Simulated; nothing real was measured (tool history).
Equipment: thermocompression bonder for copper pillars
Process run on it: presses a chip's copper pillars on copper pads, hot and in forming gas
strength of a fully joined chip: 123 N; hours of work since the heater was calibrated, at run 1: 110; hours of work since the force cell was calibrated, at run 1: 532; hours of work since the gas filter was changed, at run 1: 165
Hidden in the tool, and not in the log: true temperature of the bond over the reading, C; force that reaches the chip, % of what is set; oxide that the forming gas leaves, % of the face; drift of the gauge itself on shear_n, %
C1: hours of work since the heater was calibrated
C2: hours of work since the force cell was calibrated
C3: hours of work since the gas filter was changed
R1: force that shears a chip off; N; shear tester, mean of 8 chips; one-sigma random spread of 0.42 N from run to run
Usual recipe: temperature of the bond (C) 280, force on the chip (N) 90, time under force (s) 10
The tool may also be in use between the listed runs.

run 1 hour=0.0 | temperature_of_the_bond_(C)=280 force_on_the_chip_(N)=90 time_under_force_(s)=10 | C1=110 C2=532 C3=165 | R1=85.8
run 2 hour=23.2 | temperature_of_the_bond_(C)=263 force_on_the_chip_(N)=90 time_under_force_(s)=10 | C1=121 C2=542 C3=175 | R1=74.7
run 3 hour=47.1 | temperature_of_the_bond_(C)=280 force_on_the_chip_(N)=90 time_under_force_(s)=10 | C1=132 C2=553 C3=186 | R1=86.8
run 4 hour=75.9 | temperature_of_the_bond_(C)=280 force_on_the_chip_(N)=90 time_under_force_(s)=10 | C1=144 C2=566 C3=199 | R1=86.1
run 5 hour=108.9 | temperature_of_the_bond_(C)=280 force_on_the_chip_(N)=90 time_under_force_(s)=10 | C1=159 C2=581 C3=214 | R1=86.2
run 6 hour=131.0 | temperature_of_the_bond_(C)=280 force_on_the_chip_(N)=73 time_under_force_(s)=10 | C1=169 C2=591 C3=224 | R1=76.3
run 7 hour=151.7 | temperature_of_the_bond_(C)=280 force_on_the_chip_(N)=73 time_under_force_(s)=10 | C1=179 C2=600 C3=233 | R1=75.9
run 8 hour=173.1 | temperature_of_the_bond_(C)=280 force_on_the_chip_(N)=97 time_under_force_(s)=10 | C1=188 C2=610 C3=243 | R1=88.9
run 9 hour=202.1 | temperature_of_the_bond_(C)=280 force_on_the_chip_(N)=58 time_under_force_(s)=10 | C1=201 C2=623 C3=256 | R1=66.4
run 10 hour=230.9 | temperature_of_the_bond_(C)=280 force_on_the_chip_(N)=58 time_under_force_(s)=10 | C1=214 C2=636 C3=269 | R1=65.7
run 11 hour=264.8 | temperature_of_the_bond_(C)=280 force_on_the_chip_(N)=90 time_under_force_(s)=6 | C1=229 C2=651 C3=284 | R1=75.4
-- hour=271.1 forming gas filter changed
run 12 hour=296.5 | temperature_of_the_bond_(C)=280 force_on_the_chip_(N)=90 time_under_force_(s)=6 | C1=243 C2=665 C3=11 | R1=79.8
run 13 hour=317.9 | temperature_of_the_bond_(C)=280 force_on_the_chip_(N)=90 time_under_force_(s)=6 | C1=253 C2=675 C3=21 | R1=79.8
run 14 hour=346.9 | temperature_of_the_bond_(C)=280 force_on_the_chip_(N)=90 time_under_force_(s)=10 | C1=266 C2=688 C3=34 | R1=91.2
run 15 hour=378.7 | temperature_of_the_bond_(C)=280 force_on_the_chip_(N)=90 time_under_force_(s)=10 | C1=280 C2=702 C3=48 | R1=91.3
run 16 hour=401.9 | temperature_of_the_bond_(C)=280 force_on_the_chip_(N)=90 time_under_force_(s)=6 | C1=291 C2=713 C3=59 | R1=79.3
run 17 hour=431.5 | temperature_of_the_bond_(C)=280 force_on_the_chip_(N)=90 time_under_force_(s)=7 | C1=304 C2=726 C3=72 | R1=82.9
run 18 hour=450.9 | temperature_of_the_bond_(C)=280 force_on_the_chip_(N)=90 time_under_force_(s)=7 | C1=313 C2=735 C3=81 | R1=82.8
run 19 hour=474.5 | temperature_of_the_bond_(C)=280 force_on_the_chip_(N)=90 time_under_force_(s)=7 | C1=324 C2=745 C3=91 | R1=82.2
run 20 hour=510.8 | temperature_of_the_bond_(C)=280 force_on_the_chip_(N)=90 time_under_force_(s)=7 | C1=340 C2=762 C3=108 | R1=82.1
run 21 hour=540.6 | temperature_of_the_bond_(C)=250 force_on_the_chip_(N)=92 time_under_force_(s)=9 | C1=353 C2=775 C3=121 | R1=67.3
-- hour=545.3 heater calibrated with a thermocouple chip
run 22 hour=574.3 | temperature_of_the_bond_(C)=250 force_on_the_chip_(N)=92 time_under_force_(s)=9 | C1=13 C2=789 C3=135 | R1=68.8
run 23 hour=608.6 | temperature_of_the_bond_(C)=267 force_on_the_chip_(N)=96 time_under_force_(s)=27 | C1=28 C2=805 C3=151 | R1=103.4
run 24 hour=637.9 | temperature_of_the_bond_(C)=280 force_on_the_chip_(N)=74 time_under_force_(s)=9 | C1=42 C2=818 C3=164 | R1=79.7
run 25 hour=656.7 | temperature_of_the_bond_(C)=280 force_on_the_chip_(N)=74 time_under_force_(s)=9 | C1=50 C2=826 C3=173 | R1=78.2
run 26 hour=685.7 | temperature_of_the_bond_(C)=280 force_on_the_chip_(N)=72 time_under_force_(s)=10 | C1=63 C2=839 C3=186 | R1=79.7
-- hour=690.4 heater calibrated with a thermocouple chip, once more
run 27 hour=710.9 | temperature_of_the_bond_(C)=280 force_on_the_chip_(N)=72 time_under_force_(s)=10 | C1=9 C2=850 C3=196 | R1=73.6
run 28 hour=728.9 | temperature_of_the_bond_(C)=280 force_on_the_chip_(N)=72 time_under_force_(s)=10 | C1=17 C2=858 C3=204 | R1=74.0
run 29 hour=760.8 | temperature_of_the_bond_(C)=256 force_on_the_chip_(N)=77 time_under_force_(s)=21 | C1=32 C2=872 C3=218 | R1=75.6
run 30 hour=791.3 | temperature_of_the_bond_(C)=262 force_on_the_chip_(N)=90 time_under_force_(s)=16 | C1=45 C2=886 C3=232 | R1=81.4
run 31 hour=806.2 | temperature_of_the_bond_(C)=262 force_on_the_chip_(N)=90 time_under_force_(s)=16 | C1=52 C2=893 C3=239 | R1=80.9
run 32 hour=836.8 | temperature_of_the_bond_(C)=256 force_on_the_chip_(N)=65 time_under_force_(s)=16 | C1=66 C2=906 C3=253 | R1=62.1
run 33 hour=859.6 | temperature_of_the_bond_(C)=260 force_on_the_chip_(N)=86 time_under_force_(s)=13 | C1=76 C2=917 C3=263 | R1=72.6
run 34 hour=888.5 | temperature_of_the_bond_(C)=260 force_on_the_chip_(N)=86 time_under_force_(s)=13 | C1=89 C2=930 C3=276 | R1=72.8
-- hour=913.8 forming gas filter changed
run 35 hour=925.9 | temperature_of_the_bond_(C)=299 force_on_the_chip_(N)=66 time_under_force_(s)=17 | C1=106 C2=946 C3=5 | R1=97.5
run 36 hour=941.8 | temperature_of_the_bond_(C)=296 force_on_the_chip_(N)=66 time_under_force_(s)=10 | C1=113 C2=953 C3=13 | R1=84.1
run 37 hour=975.8 | temperature_of_the_bond_(C)=280 force_on_the_chip_(N)=60 time_under_force_(s)=16 | C1=128 C2=969 C3=28 | R1=79.9
run 38 hour=1012.7 | temperature_of_the_bond_(C)=280 force_on_the_chip_(N)=60 time_under_force_(s)=16 | C1=145 C2=985 C3=44 | R1=79.5
run 39 hour=1041.6 | temperature_of_the_bond_(C)=292 force_on_the_chip_(N)=112 time_under_force_(s)=10 | C1=158 C2=998 C3=58 | R1=103.5

Consider 5 possible next runs. They are alternatives, not a sequence: every one starts from the tool as it was left by run 39. What does each give?
run A hour=1068.0 | temperature_of_the_bond_(C)=310 force_on_the_chip_(N)=89 time_under_force_(s)=11 | C1=170 C2=1010 C3=69 | R1=?
run B hour=1068.0 | temperature_of_the_bond_(C)=292 force_on_the_chip_(N)=112 time_under_force_(s)=10 | C1=170 C2=1010 C3=69 | R1=?
run C hour=1068.0 | temperature_of_the_bond_(C)=255 force_on_the_chip_(N)=85 time_under_force_(s)=5 | C1=170 C2=1010 C3=69 | R1=?
run D hour=1068.0 | temperature_of_the_bond_(C)=258 force_on_the_chip_(N)=59 time_under_force_(s)=12 | C1=170 C2=1010 C3=69 | R1=?
run E hour=1068.0 | temperature_of_the_bond_(C)=258 force_on_the_chip_(N)=99 time_under_force_(s)=10 | C1=170 C2=1010 C3=69 | R1=?

run=A R1=104.9
run=B R1=103.9
run=C R1=53.0
run=D R1=56.9
run=E R1=75.9
The same runs, with their run-to-run variation unchanged, on a tool lacking any hidden condition would have given:
run=A R1=107.1
run=B R1=106.1
run=C R1=54.3
run=D R1=58.3
run=E R1=77.5
